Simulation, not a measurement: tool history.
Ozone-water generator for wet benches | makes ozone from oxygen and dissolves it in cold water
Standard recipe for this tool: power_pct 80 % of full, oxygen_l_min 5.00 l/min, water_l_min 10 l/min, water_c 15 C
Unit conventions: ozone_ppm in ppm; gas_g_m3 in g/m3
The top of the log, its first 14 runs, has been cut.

run     day  power_pct  oxygen_l_min  water_l_min  water_c  ozone_ppm  gas_g_m3
 15  24.604         80          5.00           10       15       33.6     241.2
 16  25.879         80          5.00           14       15       26.8     243.1
     26.962  -- water thermometer calibrated, once more
 17  28.033         80          5.00           14       15       26.2     240.5
 18  29.550         80          5.00           14       15       26.5     242.8
 19  31.750         99          5.00           14       15       31.9     291.4
 20  33.204         90          5.00            8       10       46.7     265.9
 21  34.283         90          6.90            6       10       50.3     217.2
 22  35.954         90          6.90            6       10       49.8     217.4
 23  37.404         90          7.18           10       10       37.7     211.3
 24  39.038         81          3.74           15       14       26.2     291.5
 25  40.533         81          3.88           13       14       29.0     280.9
 26  41.621         81          3.88           13       14       29.0     280.0
 27  43.971         81          3.88            7       14       45.2     281.5
 28  46.075         81          3.93            7       10       48.7     276.8
 29  47.371         64          3.93           10       10       30.8     226.6
 30  48.350         64          3.93           10       10       30.8     227.3
 31  50.033         64          3.93           10       10       30.7     226.5
 32  52.225         64          3.93           10       10       30.7     229.0

Branching from run 32: 3 alternative next runs. What would each branch give?
  A  54.254         64          3.93            8       10          ?         ?
  B  54.254         61          6.66           10        7          ?         ?
  C  54.254         60          5.00            9       15          ?         ?

run  ozone_ppm  gas_g_m3
  A       36.2     225.8
  B       28.5     157.5
  C       27.2     184.9
Without the tool's unlogged condition, the same runs would have read:
run  ozone_ppm  gas_g_m3
  A       39.9     245.3
  B       31.4     170.4
  C       29.9     199.8
